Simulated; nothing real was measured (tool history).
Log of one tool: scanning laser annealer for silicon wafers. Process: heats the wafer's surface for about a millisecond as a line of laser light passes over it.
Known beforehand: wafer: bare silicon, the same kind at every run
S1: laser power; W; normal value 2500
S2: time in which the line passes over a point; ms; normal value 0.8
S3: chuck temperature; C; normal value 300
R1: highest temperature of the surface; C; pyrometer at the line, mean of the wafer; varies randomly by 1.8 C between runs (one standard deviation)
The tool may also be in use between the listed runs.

run 1 hour=0 | S1=2500 S2=0.8 S3=300 | R1=966
run 2 hour=5.8 | S1=2500 S2=0.8 S3=300 | R1=967
run 3 hour=16.3 | S1=2657 S2=0.8 S3=300 | R1=1016
run 4 hour=26.4 | S1=2657 S2=0.8 S3=300 | R1=1020
run 5 hour=34.8 | S1=2657 S2=0.8 S3=300 | R1=1017
run 6 hour=40.6 | S1=2657 S2=0.8 S3=300 | R1=1016
run 7 hour=49.9 | S1=2657 S2=0.8 S3=300 | R1=1015
run 8 hour=61.4 | S1=2162 S2=0.8 S3=300 | R1=850
run 9 hour=68.1 | S1=2162 S2=0.8 S3=300 | R1=852
run 10 hour=78.8 | S1=2162 S2=0.8 S3=300 | R1=854
run 11 hour=89.1 | S1=2538 S2=0.8 S3=268 | R1=944
run 12 hour=101.1 | S1=2379 S2=0.803 S3=294 | R1=918
run 13 hour=111.9 | S1=2645 S2=0.991 S3=294 | R1=1088
run 14 hour=120.9 | S1=2500 S2=0.617 S3=300 | R1=882
-- hour=126.5 optics aligned, line set to its width
run 15 hour=132.7 | S1=2500 S2=0.784 S3=321 | R1=965
run 16 hour=141.3 | S1=2500 S2=0.784 S3=321 | R1=971
-- hour=155.2 optics aligned, line set to its width, once more
run 17 hour=155.3 | S1=2500 S2=0.784 S3=321 | R1=987
run 18 hour=166 | S1=2500 S2=0.784 S3=321 | R1=984
run 19 hour=172.6 | S1=2639 S2=0.561 S3=278 | R1=876
run 20 hour=182.1 | S1=2639 S2=0.561 S3=278 | R1=876

Alternative continuations, all from the tool just after run 20; predict every row:
run A hour=187.3 | S1=2343 S2=0.956 S3=333 | R1=?
run B hour=187.3 | S1=2500 S2=0.945 S3=281 | R1=?
run C hour=187.3 | S1=2543 S2=0.806 S3=273 | R1=?
run D hour=187.3 | S1=2307 S2=0.612 S3=278 | R1=?
run E hour=187.3 | S1=2639 S2=0.622 S3=308 | R1=?

run=A R1=1008
run=B R1=1010
run=C R1=960
run=D R1=804
run=E R1=939
What these runs would have given with no unlogged condition in the tool:
run=A R1=1050
run=B R1=1056
run=C R1=1003
run=D R1=837
run=E R1=979
